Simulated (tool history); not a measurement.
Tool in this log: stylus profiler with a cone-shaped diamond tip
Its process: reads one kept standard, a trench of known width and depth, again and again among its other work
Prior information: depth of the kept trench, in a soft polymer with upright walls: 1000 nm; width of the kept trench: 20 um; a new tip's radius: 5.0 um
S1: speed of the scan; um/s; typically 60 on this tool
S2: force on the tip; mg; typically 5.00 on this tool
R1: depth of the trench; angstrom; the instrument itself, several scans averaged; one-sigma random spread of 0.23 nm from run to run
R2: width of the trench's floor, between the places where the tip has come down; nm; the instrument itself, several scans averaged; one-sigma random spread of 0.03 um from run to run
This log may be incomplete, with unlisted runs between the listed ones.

run,hour,S1,S2,R1,R2
1,0.0,60,5.00,10130.2,11940
2,68.3,15,5.00,10123.4,12000
3,138.2,15,5.00,10129.7,11880
4,182.2,15,5.00,10129.4,11860
5,235.4,15,5.00,10129.4,11820
6,265.3,15,5.00,10125.6,11810
7,325.1,60,5.00,10128.0,11640
8,395.0,60,5.00,10128.9,11600
9,435.0,60,5.00,10124.7,11560
10,468.2,60,5.00,10131.5,11530
11,530.2,60,5.00,10132.0,11500
12,571.7,60,5.00,10131.1,11430
13,609.7,47,5.00,10132.7,11440
14,638.3,47,5.00,10129.7,11440
15,704.0,25,9.48,10187.9,11460
16,750.5,60,1.88,10075.0,11290
17,788.7,60,1.88,10077.9,11220
18,855.6,26,1.86,10078.8,11320
19,887.4,44,12.51,10229.9,11330
20,923.0,24,3.46,10105.7,11310
21,989.1,82,3.39,10108.8,11060
22,1044.7,23,2.88,10099.3,11220
23,1080.3,53,1.90,10085.7,11070
24,1117.4,53,1.90,10081.5,11040
25,1156.9,117,2.34,10086.4,10770
26,1186.2,33,2.26,10088.2,11040
27,1226.7,30,3.09,10102.6,11020

Selected run-to-run steps in R1, each split into two signed amounts: the part the tool would show with no hidden state at all (from settings, incoming material and random variation), and the remainder, which goes to the hidden state together with any gauge scatter not common to the measured and the hidden-state-free results:
What the log doesn't record here: radius of the tip, um; height scale over the true one, %; drift of the gauge itself on depth_nm, %; drift of the gauge itself on floor_um, %.
Run 14 -> 15: S1 47 -> 25, S2 5.00 -> 9.48. R1 +58.2 angstrom: hidden state +0.6, all else +57.6.
Run 17 -> 18: S1 60 -> 26, S2 1.88 -> 1.86. R1 +0.9 angstrom: hidden state +0.6, all else +0.3.
Run 18 -> 19: S1 26 -> 44, S2 1.86 -> 12.51. R1 +151.1 angstrom: hidden state +0.5, all else +150.6.
Run 19 -> 20: S1 44 -> 24, S2 12.51 -> 3.46. R1 -124.2 angstrom: hidden state +0.0, all else -124.2.
